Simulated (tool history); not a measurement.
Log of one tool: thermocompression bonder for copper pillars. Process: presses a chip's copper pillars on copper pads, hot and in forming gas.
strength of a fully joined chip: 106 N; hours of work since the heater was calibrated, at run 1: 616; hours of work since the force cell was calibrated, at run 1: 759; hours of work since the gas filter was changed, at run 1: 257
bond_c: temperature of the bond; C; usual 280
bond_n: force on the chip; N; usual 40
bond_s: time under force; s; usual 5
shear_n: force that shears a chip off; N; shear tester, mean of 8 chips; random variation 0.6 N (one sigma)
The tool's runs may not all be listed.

run	hour	bond_c	bond_n	bond_s	hours of work since the heater was calibrated	hours of work since the force cell was calibrated	hours of work since the gas filter was changed	shear_n
1	0	280	40	5	616	759	257	48.5
# hour 9.8: forming gas filter changed
2	52.1	280	40	5	649	793	27	52.9
3	107.8	280	40	5	685	828	63	51.9
# hour 131: force cell calibrated
4	147.4	280	40	5	709	11	88	49.4
5	184.7	291	40	5	733	35	112	55.4
6	246.6	291	40	5	773	75	152	56.6
7	304.3	291	40	5	810	112	189	54.3
8	342.1	278	40	5	835	136	213	44.5
9	376.1	278	40	5	857	158	235	44.1
# hour 420.4: forming gas filter changed
10	420.4	291	40	5	885	186	0	57.4
# hour 463.4: heater calibrated with a thermocouple chip
11	472.7	291	40	5	6	219	32	65.6
12	515.6	291	40	5	34	246	60	64.9
13	561.7	289	50	9	63	276	90	79.5
14	610.8	289	50	9	95	308	121	79.9
15	672.7	258	24	11	135	348	161	36.1
16	717.7	258	24	11	164	377	190	36.2
17	755.5	258	24	11	188	401	215	35.8
18	794.7	280	40	3	214	426	240	42.9
19	828.6	292	40	4	235	448	262	56.4
# hour 834: forming gas filter changed
20	889.6	263	40	13	274	487	36	59.1
21	940.3	294	40	4	307	520	69	62.1
22	980.7	294	25	13	333	546	95	66.8
23	1008.4	270	28	13	351	564	112	51.1
24	1039.6	271	35	5	371	584	133	41.7

Forecast each of these 3 alternatives for the next run:
A	1086.5	271	45	5	401	614	163	?
B	1086.5	262	33	6	401	614	163	?
C	1086.5	286	35	5	401	614	163	?

run	shear_n
A	49.6
B	37.2
C	52.3
Without the tool's hidden state the same runs would have given:
run	shear_n
A	55.4
B	42
C	58
